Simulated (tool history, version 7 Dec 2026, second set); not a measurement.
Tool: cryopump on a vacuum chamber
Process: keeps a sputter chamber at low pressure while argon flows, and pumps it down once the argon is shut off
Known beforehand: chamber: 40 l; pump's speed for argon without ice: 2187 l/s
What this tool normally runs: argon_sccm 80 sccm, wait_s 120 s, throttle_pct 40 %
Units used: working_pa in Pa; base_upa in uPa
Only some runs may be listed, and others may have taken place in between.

| run | day | argon_sccm | wait_s | throttle_pct | working_pa | base_upa |
|---|---|---|---|---|---|---|
| 1 | 0 | 80 | 120 | 40 | 0.1603 | 0.71 |
| 2 | 0.746 | 80 | 120 | 40 | 0.1595 | 0.7 |
| 3 | 2.021 | 80 | 120 | 40 | 0.1611 | 0.67 |
| 4 | 3.608 | 80 | 120 | 40 | 0.1621 | 0.71 |
| 5 | 4.642 | 80 | 120 | 40 | 0.1621 | 0.71 |
| 6 | 5.875 | 80 | 120 | 40 | 0.1634 | 0.76 |
| 7 | 7.346 | 80 | 120 | 29 | 0.2225 | 0.75 |
| 8 | 8.846 | 80 | 120 | 29 | 0.2214 | 0.76 |
| 9 | 10.55 | 80 | 120 | 40 | 0.1647 | 0.84 |
| 10 | 11.317 | 80 | 120 | 40 | 0.1647 | 0.79 |
| 11 | 12.6 | 80 | 120 | 40 | 0.1665 | 0.8 |
| 12 | 13.658 | 80 | 120 | 40 | 0.1667 | 0.83 |
| 13 | 15.046 | 80 | 266 | 40 | 0.1685 | 0.75 |
| 14 | 15.921 | 80 | 266 | 40 | 0.1678 | 0.77 |
| 15 | 17.258 | 80 | 120 | 40 | 0.1681 | 0.9 |
| 16 | 18.45 | 80 | 120 | 47 | 0.1457 | 0.86 |
| 17 | 19.854 | 80 | 120 | 40 | 0.1702 | 0.88 |
| 18 | 20.696 | 80 | 179 | 15 | 0.4265 | 0.81 |
| 19 | 22.038 | 49 | 120 | 40 | 0.1036 | 0.91 |
| 20 | 23.379 | 49 | 120 | 40 | 0.1058 | 0.94 |
| 21 | 24.562 | 105 | 69 | 56 | 0.1699 | 1.07 |
| 22 | 26.138 | 57 | 162 | 38 | 0.1308 | 0.92 |
| 23 | 27.512 | 37 | 83 | 37 | 0.0861 | 1.08 |
| 24 | 28.525 | 56 | 120 | 48 | 0.1057 | 0.96 |
| 25 | 29.538 | 115 | 20 | 41 | 0.2496 | 2.09 |
| 26 | 30.825 | 115 | 118 | 41 | 0.2515 | 1 |
| 27 | 31.692 | 115 | 118 | 41 | 0.2516 | 1.07 |
| 28 | 33.346 | 115 | 118 | 41 | 0.2538 | 1.06 |
| 29 | 34.438 | 115 | 118 | 41 | 0.2554 | 1.05 |
| 30 | 35.179 | 115 | 48 | 46 | 0.232 | 1.43 |
| 31 | 35.979 | 34 | 39 | 46 | 0.0689 | 1.59 |
| 32 | 36.804 | 34 | 39 | 46 | 0.0694 | 1.58 |
| 33 | 38.167 | 148 | 39 | 46 | 0.3029 | 1.53 |
| 34 | 38.888 | 148 | 39 | 46 | 0.3027 | 1.59 |

The logged runs with the hidden state left out (each run's random variation unchanged):
The hidden state here: pump's speed, % of a pump's without ice; cold plate's temperature, K; leak into the chamber, uPa l/s; drift of the gauge itself on working_pa, %; drift of the gauge itself on base_upa, %.
| run | working_pa | base_upa |
|---|---|---|
| 1 | 0.1551 | 0.37 |
| 2 | 0.154 | 0.34 |
| 3 | 0.155 | 0.32 |
| 4 | 0.1553 | 0.36 |
| 5 | 0.1547 | 0.34 |
| 6 | 0.1554 | 0.36 |
| 7 | 0.2137 | 0.35 |
| 8 | 0.2119 | 0.33 |
| 9 | 0.1542 | 0.4 |
| 10 | 0.1538 | 0.35 |
| 11 | 0.1549 | 0.34 |
| 12 | 0.1545 | 0.36 |
| 13 | 0.1555 | 0.25 |
| 14 | 0.1544 | 0.26 |
| 15 | 0.1539 | 0.39 |
| 16 | 0.1308 | 0.34 |
| 17 | 0.1544 | 0.35 |
| 18 | 0.4102 | 0.27 |
| 19 | 0.0931 | 0.35 |
| 20 | 0.0947 | 0.37 |
| 21 | 0.1451 | 0.49 |
| 22 | 0.1166 | 0.3 |
| 23 | 0.0765 | 0.46 |
| 24 | 0.0907 | 0.33 |
| 25 | 0.2175 | 1.45 |
| 26 | 0.2179 | 0.32 |
| 27 | 0.2172 | 0.39 |
| 28 | 0.2175 | 0.37 |
| 29 | 0.2179 | 0.35 |
| 30 | 0.1938 | 0.69 |
| 31 | 0.0574 | 0.83 |
| 32 | 0.0574 | 0.81 |
| 33 | 0.2489 | 0.78 |
| 34 | 0.248 | 0.81 |
